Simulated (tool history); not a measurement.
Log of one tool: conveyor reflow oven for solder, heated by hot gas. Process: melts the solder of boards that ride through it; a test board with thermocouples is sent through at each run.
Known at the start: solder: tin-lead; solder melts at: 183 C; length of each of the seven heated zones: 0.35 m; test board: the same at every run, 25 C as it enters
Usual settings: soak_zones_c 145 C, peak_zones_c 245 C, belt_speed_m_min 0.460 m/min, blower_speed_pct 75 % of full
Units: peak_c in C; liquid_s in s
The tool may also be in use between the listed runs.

run   hour  soak_zones_c  peak_zones_c  belt_speed_m_min  blower_speed_pct  peak_c  liquid_s
  1    0.0           145           245             0.460                75   228.6      80.4
  2   15.4           145           242             0.460                75   225.9      78.3
  3   27.8           145           242             0.460                75   225.7      78.2
  4   44.9           145           242             0.460                75   225.8      79.1
      57.5  -- flux residue cleaned out of gas plates and filters
  5   67.8           145           242             0.460                75   225.2      77.7
  6   80.7           145           242             0.460                75   225.1      78.2
      95.6  -- flux residue cleaned out of gas plates and filters, once more
  7   97.7           145           242             0.460                75   226.6      78.7
  8  110.6           145           242             0.460                75   227.0      78.9
  9  128.9           145           242             0.460                75   227.1      78.9
 10  142.5           145           242             0.460                75   226.8      78.8
 11  152.5           133           245             0.460                75   227.6      75.1
 12  164.1           145           246             0.460                75   230.4      81.8
 13  172.8           145           246             0.460                75   230.4      81.4
 14  187.9           145           246             0.460                75   230.0      82.2
 15  201.2           145           245             0.460                75   229.6      81.5
 16  214.0           152           234             0.530                51   211.7      58.7
 17  231.8           145           245             0.460                90   231.7      83.3
 18  241.8           145           257             0.530                90   237.6      75.2
 19  252.6           145           257             0.530                90   237.5      74.8
 20  270.0           148           240             0.539                75   220.4      64.4
 21  285.8           148           250             0.430                59   233.2      91.3
 22  294.3           145           257             0.370                70   245.6     111.7
 23  307.7           145           257             0.472                83   240.0      85.5
 24  324.1           145           257             0.472                83   240.1      85.4
 25  337.6           141           245             0.460                61   225.6      76.6
 26  349.9           156           243             0.530                82   226.5      73.0
 27  358.5           141           243             0.529                68   220.1      62.5
 28  369.0           144           247             0.529                80   227.0      68.4
 29  382.8           144           247             0.529                80   226.8      68.4
 30  390.1           145           257             0.460                77   239.8      87.4

5 ways to go on from here, each from the tool as it stands after run 30. What would each give?
  A  398.6           145           245             0.416                87       ?         ?
  B  398.6           136           257             0.502                77       ?         ?
  C  398.6           145           234             0.460                54       ?         ?
  D  398.6           145           257             0.397                56       ?         ?
  E  398.6           145           257             0.539                77       ?         ?

run  peak_c  liquid_s
  A   233.7      93.4
  B   235.1      74.3
  C   215.0      69.5
  D   240.6     102.5
  E   233.7      71.8
Without the tool's hidden state the same runs would have given:
run  peak_c  liquid_s
  A   234.2      92.6
  B   235.8      73.8
  C   215.4      69.2
  D   240.9     101.5
  E   234.4      71.3

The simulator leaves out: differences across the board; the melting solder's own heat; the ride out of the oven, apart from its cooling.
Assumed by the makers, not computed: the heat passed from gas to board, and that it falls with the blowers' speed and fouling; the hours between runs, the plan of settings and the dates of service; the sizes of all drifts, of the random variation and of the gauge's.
